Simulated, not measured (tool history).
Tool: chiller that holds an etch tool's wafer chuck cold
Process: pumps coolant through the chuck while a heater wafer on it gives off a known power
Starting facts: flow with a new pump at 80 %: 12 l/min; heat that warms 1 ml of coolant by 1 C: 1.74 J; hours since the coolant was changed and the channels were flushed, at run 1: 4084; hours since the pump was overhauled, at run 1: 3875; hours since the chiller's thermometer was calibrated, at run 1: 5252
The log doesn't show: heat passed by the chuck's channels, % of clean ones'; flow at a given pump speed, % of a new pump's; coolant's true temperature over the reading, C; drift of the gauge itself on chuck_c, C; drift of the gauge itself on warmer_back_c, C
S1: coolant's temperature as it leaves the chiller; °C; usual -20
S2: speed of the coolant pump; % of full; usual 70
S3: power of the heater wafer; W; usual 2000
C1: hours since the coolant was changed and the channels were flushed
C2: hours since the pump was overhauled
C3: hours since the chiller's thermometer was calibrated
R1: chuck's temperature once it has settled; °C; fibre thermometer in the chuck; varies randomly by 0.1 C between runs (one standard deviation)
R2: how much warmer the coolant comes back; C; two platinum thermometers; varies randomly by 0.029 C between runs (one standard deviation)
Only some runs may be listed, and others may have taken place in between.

run	hour	S1	S2	S3	C1	C2	C3	R1	R2
1	0.0	-20	70	2000	4084	3875	5252	3.4	6.53
# hour 101.1: chiller's thermometer calibrated
2	101.9	-20	70	2000	4185	3976	1	3.5	6.53
3	199.8	-20	70	2000	4283	4074	99	3.6	6.52
4	289.3	-20	70	2000	4373	4163	188	3.4	6.46
5	394.2	-20	70	2000	4478	4268	293	3.3	6.46
6	463.0	-20	70	2000	4547	4337	362	3.3	6.51
7	563.1	-20	70	2000	4647	4437	462	3.4	6.50
8	678.5	-20	70	2000	4762	4553	577	3.4	6.43
9	738.7	-20	70	1049	4822	4613	638	-7.7	3.31
10	832.4	-20	70	2000	4916	4707	731	3.4	6.46
11	930.8	-25	70	2000	5014	4805	830	-1.6	6.38
12	1018.0	-25	70	2000	5101	4892	917	-1.6	6.41
13	1119.3	-27	80	2000	5203	4993	1018	-5.3	5.61
14	1192.1	-24	85	2085	5276	5066	1091	-2.2	5.52
15	1255.2	-24	85	2085	5339	5129	1154	-2.2	5.50
16	1377.8	-24	85	2085	5461	5252	1277	-2.2	5.46
17	1452.5	-30	69	1780	5536	5327	1351	-8.9	5.71
18	1509.3	-18	99	2581	5593	5383	1408	7.0	5.80
19	1580.4	-12	79	1492	5664	5454	1479	4.3	4.12
20	1653.5	-12	79	1492	5737	5528	1552	4.4	4.10
21	1761.4	-20	70	2012	5845	5635	1660	3.5	6.32
22	1870.0	-16	99	1008	5953	5744	1769	-6.3	2.10
23	1949.4	-24	79	2000	6033	5824	1848	-2.2	5.54

Each row is a separate what-if for the run after 23, all from the same tool condition, not one after another. Results?
A	2025.2	-24	94	1623	6109	5899	1924	?	?
B	2025.2	-17	80	1479	6109	5899	1924	?	?
C	2025.2	-24	72	2000	6109	5899	1924	?	?

run	R1	R2
A	-8.1	3.73
B	-0.9	3.97
C	-1.0	6.12
With no hidden state in the tool, these same runs would have given:
run	R1	R2
A	-8.1	3.99
B	-0.9	4.23
C	-1.1	6.38
